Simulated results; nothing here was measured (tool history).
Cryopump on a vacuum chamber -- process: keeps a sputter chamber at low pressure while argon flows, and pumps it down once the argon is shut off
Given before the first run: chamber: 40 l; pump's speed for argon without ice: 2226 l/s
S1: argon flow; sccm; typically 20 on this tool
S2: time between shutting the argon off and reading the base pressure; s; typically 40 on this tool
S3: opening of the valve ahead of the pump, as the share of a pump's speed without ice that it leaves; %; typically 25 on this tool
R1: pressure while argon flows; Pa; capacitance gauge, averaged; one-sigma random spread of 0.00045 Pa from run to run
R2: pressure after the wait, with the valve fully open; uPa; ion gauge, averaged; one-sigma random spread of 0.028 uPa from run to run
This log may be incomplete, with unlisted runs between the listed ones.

{"run": 1, "day": 0.0, "S1": 20, "S2": 40, "S3": 25, "R1": 0.0622, "R2": 2.24}
{"run": 2, "day": 0.754, "S1": 20, "S2": 40, "S3": 25, "R1": 0.0614, "R2": 2.29}
{"run": 3, "day": 1.342, "S1": 20, "S2": 40, "S3": 23, "R1": 0.0666, "R2": 2.39}
{"run": 4, "day": 2.075, "S1": 34, "S2": 40, "S3": 25, "R1": 0.1041, "R2": 2.26}
{"run": 5, "day": 2.888, "S1": 20, "S2": 40, "S3": 25, "R1": 0.0613, "R2": 2.4}
{"run": 6, "day": 3.396, "S1": 20, "S2": 40, "S3": 25, "R1": 0.0615, "R2": 2.29}
{"run": 7, "day": 3.954, "S1": 20, "S2": 40, "S3": 25, "R1": 0.0618, "R2": 2.33}
{"run": 8, "day": 4.55, "S1": 20, "S2": 40, "S3": 25, "R1": 0.0624, "R2": 2.34}
{"run": 9, "day": 4.958, "S1": 20, "S2": 40, "S3": 25, "R1": 0.0623, "R2": 2.39}
{"run": 10, "day": 5.771, "S1": 20, "S2": 40, "S3": 25, "R1": 0.0624, "R2": 2.38}
{"run": 11, "day": 6.333, "S1": 20, "S2": 40, "S3": 40, "R1": 0.0394, "R2": 2.38}
{"run": 12, "day": 6.708, "S1": 17, "S2": 40, "S3": 16, "R1": 0.0808, "R2": 2.41}
{"run": 13, "day": 7.096, "S1": 17, "S2": 40, "S3": 16, "R1": 0.082, "R2": 2.29}
{"run": 14, "day": 7.708, "S1": 17, "S2": 40, "S3": 16, "R1": 0.0816, "R2": 2.45}
{"run": 15, "day": 8.35, "S1": 21, "S2": 104, "S3": 25, "R1": 0.0655, "R2": 1.67}
{"run": 16, "day": 8.746, "S1": 25, "S2": 72, "S3": 35, "R1": 0.0554, "R2": 1.87}
{"run": 17, "day": 9.167, "S1": 13, "S2": 216, "S3": 28, "R1": 0.0357, "R2": 1.43}
{"run": 18, "day": 9.967, "S1": 16, "S2": 48, "S3": 46, "R1": 0.0275, "R2": 2.18}

Alternative continuations, all from the tool just after run 18; predict every row:
{"run": "A", "day": 10.712, "S1": 20, "S2": 81, "S3": 24, "R1": "?", "R2": "?"}
{"run": "B", "day": 10.712, "S1": 37, "S2": 48, "S3": 46, "R1": "?", "R2": "?"}
{"run": "C", "day": 10.712, "S1": 25, "S2": 165, "S3": 42, "R1": "?", "R2": "?"}

run=A R1=0.0641 R2=1.84
run=B R1=0.0628 R2=2.17
run=C R1=0.046 R2=1.49
What these runs would have given with no unlogged condition in the tool:
run=A R1=0.0628 R2=0.76
run=B R1=0.0603 R2=1.1
run=C R1=0.0444 R2=0.41

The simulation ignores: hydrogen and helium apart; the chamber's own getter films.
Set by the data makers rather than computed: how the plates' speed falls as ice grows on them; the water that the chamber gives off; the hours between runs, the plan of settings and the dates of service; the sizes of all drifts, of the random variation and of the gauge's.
